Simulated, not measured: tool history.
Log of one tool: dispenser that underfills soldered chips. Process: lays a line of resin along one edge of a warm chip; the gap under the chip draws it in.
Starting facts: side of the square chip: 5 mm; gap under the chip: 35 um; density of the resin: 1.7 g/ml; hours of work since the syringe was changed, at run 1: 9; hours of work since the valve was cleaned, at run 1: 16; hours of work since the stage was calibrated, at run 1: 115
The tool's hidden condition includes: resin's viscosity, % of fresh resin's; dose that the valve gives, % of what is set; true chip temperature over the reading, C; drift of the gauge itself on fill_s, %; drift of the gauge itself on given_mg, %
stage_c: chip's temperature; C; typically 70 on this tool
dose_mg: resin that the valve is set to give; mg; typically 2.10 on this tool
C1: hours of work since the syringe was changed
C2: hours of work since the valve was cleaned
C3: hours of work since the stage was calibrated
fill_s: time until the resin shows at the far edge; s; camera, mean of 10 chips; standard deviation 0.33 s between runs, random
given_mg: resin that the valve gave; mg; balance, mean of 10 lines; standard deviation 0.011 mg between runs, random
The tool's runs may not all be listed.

run 1 hour=0.0 | stage_c=70 dose_mg=2.10 | C1=9 C2=16 C3=115 | fill_s=20.3 given_mg=2.08
-- hour=0.9 new syringe of resin
run 2 hour=5.5 | stage_c=70 dose_mg=2.10 | C1=3 C2=19 C3=118 | fill_s=15.2 given_mg=2.08
run 3 hour=14.1 | stage_c=70 dose_mg=2.10 | C1=8 C2=24 C3=123 | fill_s=18.8 given_mg=2.07
-- hour=16.5 new syringe of resin
run 4 hour=19.0 | stage_c=70 dose_mg=2.48 | C1=1 C2=27 C3=126 | fill_s=14.3 given_mg=2.45
run 5 hour=23.5 | stage_c=70 dose_mg=2.48 | C1=4 C2=30 C3=129 | fill_s=16.0 given_mg=2.44
run 6 hour=27.8 | stage_c=70 dose_mg=2.48 | C1=7 C2=32 C3=132 | fill_s=18.6 given_mg=2.43
-- hour=32.3 new syringe of resin
run 7 hour=35.6 | stage_c=70 dose_mg=2.48 | C1=2 C2=37 C3=136 | fill_s=14.3 given_mg=2.42
run 8 hour=43.4 | stage_c=70 dose_mg=2.10 | C1=7 C2=42 C3=141 | fill_s=18.1 given_mg=2.06
-- hour=48.1 new syringe of resin
run 9 hour=48.3 | stage_c=79 dose_mg=2.10 | C1=0 C2=44 C3=144 | fill_s=10.5 given_mg=2.04
run 10 hour=57.0 | stage_c=79 dose_mg=2.10 | C1=5 C2=50 C3=149 | fill_s=12.6 given_mg=2.03
-- hour=63.6 new syringe of resin
run 11 hour=65.3 | stage_c=55 dose_mg=2.24 | C1=1 C2=55 C3=154 | fill_s=25.6 given_mg=2.18
-- hour=68.8 dispensing valve cleaned and set on the balance
run 12 hour=72.1 | stage_c=55 dose_mg=2.24 | C1=5 C2=2 C3=158 | fill_s=28.8 given_mg=2.25
-- hour=80.5 new syringe of resin
run 13 hour=81.5 | stage_c=78 dose_mg=2.07 | C1=1 C2=8 C3=163 | fill_s=10.9 given_mg=2.07
run 14 hour=89.9 | stage_c=78 dose_mg=2.07 | C1=6 C2=13 C3=168 | fill_s=12.7 given_mg=2.05
-- hour=96.3 new syringe of resin
run 15 hour=98.0 | stage_c=60 dose_mg=2.70 | C1=1 C2=18 C3=173 | fill_s=21.1 given_mg=2.67
run 16 hour=104.2 | stage_c=82 dose_mg=1.83 | C1=5 C2=21 C3=177 | fill_s=11.9 given_mg=1.78
-- hour=112.0 new syringe of resin
run 17 hour=113.4 | stage_c=82 dose_mg=1.83 | C1=1 C2=27 C3=182 | fill_s=9.4 given_mg=1.80
run 18 hour=120.9 | stage_c=70 dose_mg=2.68 | C1=5 C2=31 C3=187 | fill_s=17.1 given_mg=2.64
run 19 hour=126.9 | stage_c=70 dose_mg=2.68 | C1=9 C2=35 C3=191 | fill_s=18.8 given_mg=2.63
-- hour=128.0 new syringe of resin
run 20 hour=134.4 | stage_c=65 dose_mg=2.35 | C1=4 C2=39 C3=195 | fill_s=19.1 given_mg=2.30

Each row is a separate what-if for the run after 20, all from the same tool condition, not one after another. Results?
run A hour=139.1 | stage_c=73 dose_mg=2.15 | C1=7 C2=42 C3=198 | fill_s=? given_mg=?
run B hour=139.1 | stage_c=84 dose_mg=2.15 | C1=7 C2=42 C3=198 | fill_s=? given_mg=?
run C hour=139.1 | stage_c=74 dose_mg=2.40 | C1=7 C2=42 C3=198 | fill_s=? given_mg=?
run D hour=139.1 | stage_c=73 dose_mg=2.35 | C1=7 C2=42 C3=198 | fill_s=? given_mg=?

run=A fill_s=16.5 given_mg=2.09
run=B fill_s=11.8 given_mg=2.09
run=C fill_s=15.7 given_mg=2.33
run=D fill_s=16.5 given_mg=2.28
Without the tool's unlogged condition, the same runs would have read:
run=A fill_s=11.6 given_mg=2.15
run=B fill_s=8.4 given_mg=2.15
run=C fill_s=11.0 given_mg=2.40
run=D fill_s=11.7 given_mg=2.35

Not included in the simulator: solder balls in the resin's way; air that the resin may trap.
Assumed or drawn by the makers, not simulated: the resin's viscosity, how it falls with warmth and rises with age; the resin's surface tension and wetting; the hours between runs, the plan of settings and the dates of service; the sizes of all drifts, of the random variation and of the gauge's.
